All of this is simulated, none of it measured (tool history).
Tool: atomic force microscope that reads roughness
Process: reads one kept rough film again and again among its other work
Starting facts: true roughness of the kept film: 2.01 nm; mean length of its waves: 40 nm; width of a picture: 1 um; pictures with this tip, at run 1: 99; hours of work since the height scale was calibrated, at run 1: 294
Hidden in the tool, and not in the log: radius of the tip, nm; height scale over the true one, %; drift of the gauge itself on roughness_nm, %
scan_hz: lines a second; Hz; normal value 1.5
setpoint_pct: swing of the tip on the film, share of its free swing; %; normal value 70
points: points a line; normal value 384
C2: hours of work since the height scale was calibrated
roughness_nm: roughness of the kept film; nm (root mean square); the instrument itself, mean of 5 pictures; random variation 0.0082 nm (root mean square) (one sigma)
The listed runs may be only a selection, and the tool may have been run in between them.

run 1 hour=0 | scan_hz=1.5 setpoint_pct=70 points=384 | pictures_with_this_tip=99 C2=294 | roughness_nm=1.664
-- hour=11.9 new tip fitted
run 2 hour=12.3 | scan_hz=1.5 setpoint_pct=70 points=809 | pictures_with_this_tip=1 C2=301 | roughness_nm=1.786
run 3 hour=25.4 | scan_hz=1.5 setpoint_pct=70 points=809 | pictures_with_this_tip=25 C2=309 | roughness_nm=1.764
run 4 hour=34.1 | scan_hz=1 setpoint_pct=70 points=384 | pictures_with_this_tip=41 C2=314 | roughness_nm=1.788
run 5 hour=44.1 | scan_hz=1.22 setpoint_pct=70 points=384 | pictures_with_this_tip=60 C2=320 | roughness_nm=1.732
run 6 hour=50.5 | scan_hz=1.5 setpoint_pct=70 points=384 | pictures_with_this_tip=72 C2=324 | roughness_nm=1.708
run 7 hour=62.4 | scan_hz=1.5 setpoint_pct=70 points=384 | pictures_with_this_tip=94 C2=331 | roughness_nm=1.691
run 8 hour=75.2 | scan_hz=1.5 setpoint_pct=70 points=384 | pictures_with_this_tip=118 C2=339 | roughness_nm=1.652
-- hour=77.3 new tip fitted
run 9 hour=89.1 | scan_hz=1.5 setpoint_pct=70 points=384 | pictures_with_this_tip=22 C2=347 | roughness_nm=1.749
run 10 hour=102.4 | scan_hz=2.11 setpoint_pct=70 points=384 | pictures_with_this_tip=47 C2=355 | roughness_nm=1.668
run 11 hour=114.2 | scan_hz=3.31 setpoint_pct=70 points=384 | pictures_with_this_tip=69 C2=362 | roughness_nm=1.561
run 12 hour=120.7 | scan_hz=3.31 setpoint_pct=70 points=384 | pictures_with_this_tip=81 C2=366 | roughness_nm=1.556
run 13 hour=133.8 | scan_hz=1.5 setpoint_pct=70 points=384 | pictures_with_this_tip=105 C2=374 | roughness_nm=1.669
run 14 hour=139.9 | scan_hz=1.5 setpoint_pct=70 points=329 | pictures_with_this_tip=117 C2=377 | roughness_nm=1.656
-- hour=141.9 new tip fitted
run 15 hour=151.4 | scan_hz=1.5 setpoint_pct=70 points=329 | pictures_with_this_tip=17 C2=384 | roughness_nm=1.768
run 16 hour=160.8 | scan_hz=1.5 setpoint_pct=70 points=329 | pictures_with_this_tip=35 C2=389 | roughness_nm=1.752
run 17 hour=173.1 | scan_hz=1.5 setpoint_pct=70 points=329 | pictures_with_this_tip=58 C2=397 | roughness_nm=1.708
-- hour=175.3 height scale calibrated on a step standard
run 18 hour=184.2 | scan_hz=1.5 setpoint_pct=70 points=329 | pictures_with_this_tip=77 C2=5 | roughness_nm=1.694
run 19 hour=196 | scan_hz=1.5 setpoint_pct=70 points=791 | pictures_with_this_tip=99 C2=12 | roughness_nm=1.66
run 20 hour=203.6 | scan_hz=1.5 setpoint_pct=70 points=791 | pictures_with_this_tip=113 C2=17 | roughness_nm=1.658
-- hour=208.1 height scale calibrated on a step standard, once more
-- hour=208.6 new tip fitted
run 21 hour=215.5 | scan_hz=1.5 setpoint_pct=70 points=791 | pictures_with_this_tip=12 C2=4 | roughness_nm=1.779
run 22 hour=221 | scan_hz=1.5 setpoint_pct=70 points=791 | pictures_with_this_tip=23 C2=7 | roughness_nm=1.771
run 23 hour=232.8 | scan_hz=3.64 setpoint_pct=70 points=384 | pictures_with_this_tip=45 C2=14 | roughness_nm=1.574
run 24 hour=242.8 | scan_hz=1.5 setpoint_pct=70 points=384 | pictures_with_this_tip=63 C2=20 | roughness_nm=1.716
run 25 hour=253.3 | scan_hz=0.67 setpoint_pct=89 points=318 | pictures_with_this_tip=83 C2=27 | roughness_nm=1.668
run 26 hour=264.3 | scan_hz=0.67 setpoint_pct=89 points=318 | pictures_with_this_tip=103 C2=33 | roughness_nm=1.646
run 27 hour=270.2 | scan_hz=0.67 setpoint_pct=89 points=318 | pictures_with_this_tip=114 C2=37 | roughness_nm=1.639
-- hour=273.8 new tip fitted
run 28 hour=276.7 | scan_hz=0.67 setpoint_pct=89 points=293 | pictures_with_this_tip=6 C2=40 | roughness_nm=1.752
run 29 hour=286.2 | scan_hz=0.61 setpoint_pct=75 points=280 | pictures_with_this_tip=23 C2=46 | roughness_nm=1.818
run 30 hour=293.7 | scan_hz=0.61 setpoint_pct=70 points=973 | pictures_with_this_tip=37 C2=51 | roughness_nm=1.819
run 31 hour=302.4 | scan_hz=0.61 setpoint_pct=66 points=346 | pictures_with_this_tip=54 C2=56 | roughness_nm=1.82
run 32 hour=311.8 | scan_hz=0.93 setpoint_pct=66 points=346 | pictures_with_this_tip=71 C2=61 | roughness_nm=1.775
run 33 hour=320.6 | scan_hz=0.93 setpoint_pct=66 points=346 | pictures_with_this_tip=88 C2=67 | roughness_nm=1.751
run 34 hour=332.9 | scan_hz=0.93 setpoint_pct=66 points=346 | pictures_with_this_tip=111 C2=74 | roughness_nm=1.72
-- hour=339 new tip fitted
run 35 hour=342 | scan_hz=0.93 setpoint_pct=66 points=346 | pictures_with_this_tip=6 C2=79 | roughness_nm=1.854
run 36 hour=347.8 | scan_hz=0.93 setpoint_pct=66 points=346 | pictures_with_this_tip=17 C2=83 | roughness_nm=1.844
run 37 hour=358.7 | scan_hz=0.74 setpoint_pct=65 points=686 | pictures_with_this_tip=37 C2=89 | roughness_nm=1.824
run 38 hour=368.1 | scan_hz=0.77 setpoint_pct=81 points=696 | pictures_with_this_tip=54 C2=95 | roughness_nm=1.745
run 39 hour=381.4 | scan_hz=0.77 setpoint_pct=81 points=696 | pictures_with_this_tip=79 C2=103 | roughness_nm=1.72
run 40 hour=393.1 | scan_hz=0.77 setpoint_pct=70 points=384 | pictures_with_this_tip=101 C2=110 | roughness_nm=1.744
run 41 hour=402.2 | scan_hz=0.77 setpoint_pct=70 points=384 | pictures_with_this_tip=118 C2=115 | roughness_nm=1.712
-- hour=403.7 new tip fitted
run 42 hour=411.1 | scan_hz=0.67 setpoint_pct=58 points=569 | pictures_with_this_tip=14 C2=120 | roughness_nm=1.878
run 43 hour=419.2 | scan_hz=2.48 setpoint_pct=58 points=732 | pictures_with_this_tip=29 C2=125 | roughness_nm=1.791
run 44 hour=426 | scan_hz=2.48 setpoint_pct=58 points=732 | pictures_with_this_tip=41 C2=129 | roughness_nm=1.769
run 45 hour=435.5 | scan_hz=2.48 setpoint_pct=81 points=654 | pictures_with_this_tip=59 C2=135 | roughness_nm=1.505
run 46 hour=446.7 | scan_hz=2.48 setpoint_pct=81 points=654 | pictures_with_this_tip=80 C2=141 | roughness_nm=1.483
run 47 hour=457.3 | scan_hz=3.12 setpoint_pct=76 points=654 | pictures_with_this_tip=100 C2=148 | roughness_nm=1.466

Some steps in roughness_nm between neighbouring runs. How much of each would the tool show without its hidden state too (settings, what came in, random variation), and how much is left for the hidden state, with any gauge scatter that isn't in both results?
Run 1 -> 2: points 384 -> 809, new tip fitted. roughness_nm +0.122 nm (root mean square): hidden state +0.124, all else -0.002.
Run 22 -> 23: scan_hz 1.5 -> 3.64, points 791 -> 384. roughness_nm -0.197 nm (root mean square): hidden state -0.019, all else -0.178.
Run 34 -> 35: new tip fitted. roughness_nm +0.134 nm (root mean square): hidden state +0.12, all else +0.014.
Run 41 -> 42: scan_hz 0.77 -> 0.67, setpoint_pct 70 -> 58, points 384 -> 569, new tip fitted. roughness_nm +0.166 nm (root mean square): hidden state +0.117, all else +0.049.
Run 44 -> 45: setpoint_pct 58 -> 81, points 732 -> 654. roughness_nm -0.264 nm (root mean square): hidden state -0.012, all else -0.252.
